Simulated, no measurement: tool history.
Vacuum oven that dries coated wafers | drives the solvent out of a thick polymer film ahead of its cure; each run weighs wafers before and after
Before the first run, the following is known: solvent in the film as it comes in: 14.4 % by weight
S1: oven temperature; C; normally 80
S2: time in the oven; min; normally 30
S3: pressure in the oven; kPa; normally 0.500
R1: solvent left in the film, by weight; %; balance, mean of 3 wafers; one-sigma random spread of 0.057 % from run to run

run	hour	S1	S2	S3	R1
1	0.0	80	30	0.500	3.43
2	59.6	80	30	0.500	3.54
3	93.5	80	30	0.500	3.48
4	126.3	80	30	0.500	3.60
# hour 152.7: oven's thermocouples calibrated
5	193.8	80	30	0.500	3.42
6	255.7	80	30	0.500	3.35
# hour 262.0: vacuum gauge cleaned of residue and calibrated
7	290.6	80	30	0.722	3.77
8	347.4	93	49	0.313	0.80
# hour 396.3: vacuum gauge cleaned of residue and calibrated, once more
9	422.3	68	53	1.892	6.35
10	456.7	80	16	0.399	5.29
11	511.0	80	16	0.399	5.26

5 ways to go on from here, each from the tool as it stands after run 11. What would each give?
A	556.3	66	34	0.259	?
B	556.3	92	52	0.500	?
C	556.3	67	37	0.252	?
D	556.3	80	16	1.504	?
E	556.3	87	24	0.399	?

run	R1
A	6.42
B	0.42
C	5.74
D	6.15
E	1.77
Had the tool no hidden state, the same runs would have come out as:
run	R1
A	6.27
B	0.39
C	5.59
D	6.01
E	1.67
